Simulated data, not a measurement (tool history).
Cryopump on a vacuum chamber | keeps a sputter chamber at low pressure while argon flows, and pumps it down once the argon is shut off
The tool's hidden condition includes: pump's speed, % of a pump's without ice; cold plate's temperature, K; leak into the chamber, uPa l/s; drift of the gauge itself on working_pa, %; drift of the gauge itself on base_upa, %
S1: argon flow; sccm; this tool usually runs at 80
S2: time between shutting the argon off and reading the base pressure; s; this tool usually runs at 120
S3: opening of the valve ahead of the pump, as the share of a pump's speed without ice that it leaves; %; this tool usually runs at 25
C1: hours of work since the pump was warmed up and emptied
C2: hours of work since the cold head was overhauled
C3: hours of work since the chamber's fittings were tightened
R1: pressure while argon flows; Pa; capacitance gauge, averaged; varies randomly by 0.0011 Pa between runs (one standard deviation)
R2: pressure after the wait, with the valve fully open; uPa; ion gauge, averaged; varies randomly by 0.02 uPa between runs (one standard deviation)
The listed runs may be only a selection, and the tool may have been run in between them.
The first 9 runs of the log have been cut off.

| run | hour | S1 | S2 | S3 | C1 | C2 | C3 | R1 | R2 |
|---|---|---|---|---|---|---|---|---|---|
| 10 | 220.7 | 139 | 120 | 37 | 984 | 984 | 950 | 0.3187 | 1.13 |
| 11 | 249.1 | 139 | 120 | 37 | 1006 | 1006 | 971 | 0.3246 | 1.24 |
| 12 | 275.1 | 139 | 28 | 37 | 1025 | 1025 | 991 | 0.3261 | 1.70 |
| 13 | 288.0 | 139 | 28 | 37 | 1035 | 1035 | 1001 | 0.3270 | 1.72 |
| 14 | 318.7 | 139 | 28 | 37 | 1058 | 1058 | 1024 | 0.3258 | 1.79 |
| 15 | 338.2 | 80 | 159 | 25 | 1073 | 1073 | 1039 | 0.2670 | 1.22 |
| 16 | 355.1 | 80 | 159 | 25 | 1086 | 1086 | 1051 | 0.2651 | 1.21 |
| 17 | 373.6 | 80 | 159 | 25 | 1100 | 1100 | 1065 | 0.2675 | 1.27 |
| 18 | 398.0 | 141 | 34 | 30 | 1118 | 1118 | 1084 | 0.4007 | 1.77 |
| 19 | 411.9 | 151 | 21 | 25 | 1129 | 1129 | 1094 | 0.5074 | 2.08 |
| 20 | 431.3 | 79 | 87 | 29 | 1144 | 1144 | 1109 | 0.2327 | 1.43 |
| 21 | 456.7 | 69 | 120 | 21 | 1163 | 1163 | 1128 | 0.2733 | 1.39 |
|  | 469.7 | pump warmed up, emptied and cooled again |
| 22 | 480.2 | 69 | 120 | 21 | 8 | 1177 | 1142 | 0.2523 | 1.06 |
| 23 | 506.1 | 115 | 120 | 37 | 28 | 1196 | 1162 | 0.2403 | 1.10 |
| 24 | 528.6 | 66 | 120 | 59 | 45 | 1213 | 1179 | 0.0873 | 1.05 |
| 25 | 544.9 | 66 | 55 | 22 | 57 | 1226 | 1191 | 0.2315 | 1.32 |
| 26 | 564.2 | 66 | 55 | 22 | 71 | 1240 | 1206 | 0.2311 | 1.35 |
| 27 | 583.5 | 34 | 59 | 22 | 86 | 1255 | 1220 | 0.1185 | 1.28 |
| 28 | 611.5 | 92 | 51 | 51 | 107 | 1276 | 1241 | 0.1415 | 1.37 |
| 29 | 633.0 | 40 | 34 | 25 | 123 | 1292 | 1258 | 0.1247 | 1.54 |
| 30 | 657.4 | 97 | 34 | 29 | 142 | 1311 | 1276 | 0.2591 | 1.60 |

Branching from run 30: 4 alternative next runs. What would each branch give?
| A | 682.2 | 96 | 277 | 51 | 161 | 1329 | 1295 | ? | ? |
| B | 682.2 | 136 | 253 | 25 | 161 | 1329 | 1295 | ? | ? |
| C | 682.2 | 105 | 48 | 25 | 161 | 1329 | 1295 | ? | ? |
| D | 682.2 | 40 | 137 | 26 | 161 | 1329 | 1295 | ? | ? |

| run | R1 | R2 |
|---|---|---|
| A | 0.1473 | 1.09 |
| B | 0.4220 | 1.09 |
| C | 0.3268 | 1.42 |
| D | 0.1204 | 1.19 |
Stripped of hidden state, with their random variation kept, the same runs would have yielded:
| run | R1 | R2 |
|---|---|---|
| A | 0.1430 | 0.19 |
| B | 0.4158 | 0.20 |
| C | 0.3220 | 0.51 |
| D | 0.1185 | 0.28 |

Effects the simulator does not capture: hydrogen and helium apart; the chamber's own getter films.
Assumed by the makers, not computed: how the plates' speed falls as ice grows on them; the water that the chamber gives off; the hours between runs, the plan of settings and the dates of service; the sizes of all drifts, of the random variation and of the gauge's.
